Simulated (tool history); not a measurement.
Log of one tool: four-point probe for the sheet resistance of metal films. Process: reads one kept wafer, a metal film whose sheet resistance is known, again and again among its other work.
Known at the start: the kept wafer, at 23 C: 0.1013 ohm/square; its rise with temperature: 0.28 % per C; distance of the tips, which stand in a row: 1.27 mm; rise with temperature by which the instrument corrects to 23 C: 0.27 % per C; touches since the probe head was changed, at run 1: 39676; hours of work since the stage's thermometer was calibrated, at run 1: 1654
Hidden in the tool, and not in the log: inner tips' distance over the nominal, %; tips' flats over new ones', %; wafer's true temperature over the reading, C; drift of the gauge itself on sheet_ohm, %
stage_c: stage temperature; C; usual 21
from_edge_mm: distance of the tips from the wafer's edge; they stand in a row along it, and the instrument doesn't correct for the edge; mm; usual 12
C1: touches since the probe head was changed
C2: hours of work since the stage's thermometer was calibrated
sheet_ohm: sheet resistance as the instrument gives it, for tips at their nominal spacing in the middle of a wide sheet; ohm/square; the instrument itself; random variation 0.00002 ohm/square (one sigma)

{"run": 1, "hour": 0.0, "stage_c": 21, "from_edge_mm": 12, "C1": 39676, "C2": 1654, "sheet_ohm": 0.101506}
{"run": 2, "hour": 46.2, "stage_c": 21, "from_edge_mm": 68, "C1": 40862, "C2": 1682, "sheet_ohm": 0.100917}
{"run": 3, "hour": 115.9, "stage_c": 21, "from_edge_mm": 68, "C1": 42657, "C2": 1723, "sheet_ohm": 0.100937}
{"run": 4, "hour": 193.1, "stage_c": 21, "from_edge_mm": 68, "C1": 44642, "C2": 1769, "sheet_ohm": 0.100916}
{"run": 5, "hour": 257.9, "stage_c": 21, "from_edge_mm": 68, "C1": 46307, "C2": 1807, "sheet_ohm": 0.100961}
{"run": 6, "hour": 330.3, "stage_c": 21, "from_edge_mm": 68, "C1": 48168, "C2": 1850, "sheet_ohm": 0.100948}
{"run": 7, "hour": 376.4, "stage_c": 21, "from_edge_mm": 12, "C1": 49354, "C2": 1877, "sheet_ohm": 0.101542}
{"run": 8, "hour": 431.1, "stage_c": 21, "from_edge_mm": 12, "C1": 50760, "C2": 1910, "sheet_ohm": 0.101572}
{"run": 9, "hour": 512.4, "stage_c": 21, "from_edge_mm": 12, "C1": 52852, "C2": 1958, "sheet_ohm": 0.101594}
{"run": 10, "hour": 550.2, "stage_c": 21, "from_edge_mm": 12, "C1": 53824, "C2": 1980, "sheet_ohm": 0.101577}
{"run": 11, "hour": 618.7, "stage_c": 21, "from_edge_mm": 12, "C1": 55584, "C2": 2021, "sheet_ohm": 0.101521}
{"run": 12, "hour": 710.7, "stage_c": 21, "from_edge_mm": 12, "C1": 57949, "C2": 2076, "sheet_ohm": 0.1016}
{"hour": 765.8, "done": "stage's thermometer calibrated"}
{"run": 13, "hour": 776.1, "stage_c": 25, "from_edge_mm": 12, "C1": 59617, "C2": 6, "sheet_ohm": 0.101573}
{"run": 14, "hour": 843.9, "stage_c": 21, "from_edge_mm": 12, "C1": 61362, "C2": 46, "sheet_ohm": 0.10152}
{"run": 15, "hour": 918.0, "stage_c": 21, "from_edge_mm": 12, "C1": 63266, "C2": 90, "sheet_ohm": 0.101531}
{"run": 16, "hour": 959.0, "stage_c": 21, "from_edge_mm": 12, "C1": 64321, "C2": 115, "sheet_ohm": 0.101483}
{"run": 17, "hour": 1009.5, "stage_c": 21, "from_edge_mm": 12, "C1": 65621, "C2": 144, "sheet_ohm": 0.101513}
{"run": 18, "hour": 1067.1, "stage_c": 21, "from_edge_mm": 12, "C1": 67101, "C2": 179, "sheet_ohm": 0.101536}
{"run": 19, "hour": 1114.5, "stage_c": 21, "from_edge_mm": 12, "C1": 68319, "C2": 207, "sheet_ohm": 0.101504}
{"run": 20, "hour": 1179.8, "stage_c": 21, "from_edge_mm": 12, "C1": 69999, "C2": 245, "sheet_ohm": 0.101557}
{"run": 21, "hour": 1223.1, "stage_c": 21, "from_edge_mm": 12, "C1": 71112, "C2": 271, "sheet_ohm": 0.101538}
{"run": 22, "hour": 1270.2, "stage_c": 21, "from_edge_mm": 4, "C1": 72323, "C2": 299, "sheet_ohm": 0.106113}
{"run": 23, "hour": 1360.2, "stage_c": 25, "from_edge_mm": 73, "C1": 74637, "C2": 352, "sheet_ohm": 0.101064}
{"run": 24, "hour": 1440.1, "stage_c": 31, "from_edge_mm": 3, "C1": 76692, "C2": 400, "sheet_ohm": 0.109869}
{"run": 25, "hour": 1490.0, "stage_c": 31, "from_edge_mm": 3, "C1": 77976, "C2": 429, "sheet_ohm": 0.109925}
{"run": 26, "hour": 1582.5, "stage_c": 21, "from_edge_mm": 27, "C1": 80354, "C2": 484, "sheet_ohm": 0.101101}
{"run": 27, "hour": 1674.8, "stage_c": 32, "from_edge_mm": 10, "C1": 82727, "C2": 539, "sheet_ohm": 0.10198}
{"run": 28, "hour": 1733.0, "stage_c": 28, "from_edge_mm": 64, "C1": 84223, "C2": 573, "sheet_ohm": 0.101094}
{"run": 29, "hour": 1813.0, "stage_c": 28, "from_edge_mm": 64, "C1": 86281, "C2": 621, "sheet_ohm": 0.101113}
{"run": 30, "hour": 1899.5, "stage_c": 33, "from_edge_mm": 56, "C1": 88505, "C2": 672, "sheet_ohm": 0.10119}
{"run": 31, "hour": 1945.9, "stage_c": 33, "from_edge_mm": 56, "C1": 89698, "C2": 700, "sheet_ohm": 0.101181}
{"run": 32, "hour": 2005.1, "stage_c": 26, "from_edge_mm": 12, "C1": 91220, "C2": 735, "sheet_ohm": 0.101686}
{"run": 33, "hour": 2085.0, "stage_c": 23, "from_edge_mm": 12, "C1": 93275, "C2": 782, "sheet_ohm": 0.101655}
{"run": 34, "hour": 2152.7, "stage_c": 19, "from_edge_mm": 30, "C1": 95014, "C2": 822, "sheet_ohm": 0.101148}
{"run": 35, "hour": 2244.6, "stage_c": 26, "from_edge_mm": 35, "C1": 97378, "C2": 877, "sheet_ohm": 0.101203}
{"run": 36, "hour": 2329.1, "stage_c": 26, "from_edge_mm": 35, "C1": 99552, "C2": 927, "sheet_ohm": 0.101185}
{"run": 37, "hour": 2377.2, "stage_c": 26, "from_edge_mm": 35, "C1": 100788, "C2": 955, "sheet_ohm": 0.101203}
{"run": 38, "hour": 2435.2, "stage_c": 26, "from_edge_mm": 35, "C1": 102280, "C2": 990, "sheet_ohm": 0.101193}
{"run": 39, "hour": 2516.1, "stage_c": 29, "from_edge_mm": 3, "C1": 104358, "C2": 1038, "sheet_ohm": 0.110013}
{"run": 40, "hour": 2565.5, "stage_c": 29, "from_edge_mm": 3, "C1": 105630, "C2": 1067, "sheet_ohm": 0.110009}
{"run": 41, "hour": 2609.2, "stage_c": 27, "from_edge_mm": 12, "C1": 106752, "C2": 1093, "sheet_ohm": 0.101815}
{"run": 42, "hour": 2693.6, "stage_c": 21, "from_edge_mm": 5, "C1": 108923, "C2": 1143, "sheet_ohm": 0.104554}
{"run": 43, "hour": 2776.2, "stage_c": 30, "from_edge_mm": 6, "C1": 111047, "C2": 1192, "sheet_ohm": 0.103602}
{"run": 44, "hour": 2846.1, "stage_c": 30, "from_edge_mm": 6, "C1": 112845, "C2": 1233, "sheet_ohm": 0.103645}

Hidden state or all else? Some run-to-run changes of sheet_ohm, split into what the settings, what came in and random variation would give without the hidden state, and what is left for the hidden state (with any gauge scatter that isn't in both results):
Run 12 -> 13: stage_c 21 -> 25, stage's thermometer calibrated. sheet_ohm -0.000027 ohm/square: hidden state -0.000103, all else +0.000076.
Run 22 -> 23: stage_c 21 -> 25, from_edge_mm 4 -> 73. sheet_ohm -0.005049 ohm/square: hidden state +0.000025, all else -0.005074.
Run 23 -> 24: stage_c 25 -> 31, from_edge_mm 73 -> 3. sheet_ohm +0.008805 ohm/square: hidden state -0.000015, all else +0.00882.
Run 25 -> 26: stage_c 31 -> 21, from_edge_mm 3 -> 27. sheet_ohm -0.008824 ohm/square: hidden state +0.000038, all else -0.008862.
Run 38 -> 39: stage_c 26 -> 29, from_edge_mm 35 -> 3. sheet_ohm +0.00882 ohm/square: hidden state -0.000005, all else +0.008825.
